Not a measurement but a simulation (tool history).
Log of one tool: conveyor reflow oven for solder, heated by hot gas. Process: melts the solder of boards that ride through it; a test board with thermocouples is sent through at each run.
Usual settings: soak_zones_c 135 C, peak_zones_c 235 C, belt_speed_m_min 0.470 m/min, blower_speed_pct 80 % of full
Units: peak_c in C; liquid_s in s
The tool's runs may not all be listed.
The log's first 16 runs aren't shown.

| run | hour | soak_zones_c | peak_zones_c | belt_speed_m_min | blower_speed_pct | peak_c | liquid_s |
|---|---|---|---|---|---|---|---|
| 17 | 1101.8 | 143 | 229 | 0.400 | 64 | 217.9 | 72.4 |
| 18 | 1157.1 | 143 | 229 | 0.400 | 64 | 217.9 | 71.5 |
| 19 | 1254.8 | 141 | 235 | 0.390 | 68 | 224.8 | 78.2 |
|  | 1270.1 | flux residue cleaned out of gas plates and filters |
|  | 1308.2 | thermocouples of zones 6 and 7 changed |
| 20 | 1330.7 | 141 | 235 | 0.395 | 56 | 221.9 | 74.3 |
| 21 | 1407.7 | 145 | 249 | 0.479 | 52 | 226.8 | 65.7 |
| 22 | 1493.7 | 129 | 229 | 0.474 | 63 | 211.3 | 49.1 |
| 23 | 1575.5 | 140 | 241 | 0.479 | 84 | 228.4 | 64.4 |
| 24 | 1666.6 | 140 | 241 | 0.479 | 84 | 228.4 | 64.2 |
| 25 | 1743.9 | 128 | 226 | 0.424 | 84 | 215.6 | 61.5 |
| 26 | 1819.6 | 126 | 227 | 0.387 | 87 | 220.4 | 70.9 |
| 27 | 1871.0 | 135 | 228 | 0.466 | 80 | 215.4 | 56.6 |

Forecast run 28:
| 28 | 1920.7 | 135 | 235 | 0.520 | 56 | ? | ? |

{"run 28": {"peak_c": 212.1, "liquid_s": 45.9}}
Without the tool's hidden state the same run would have given peak_c 212.3 C, liquid_s 46.1 s.
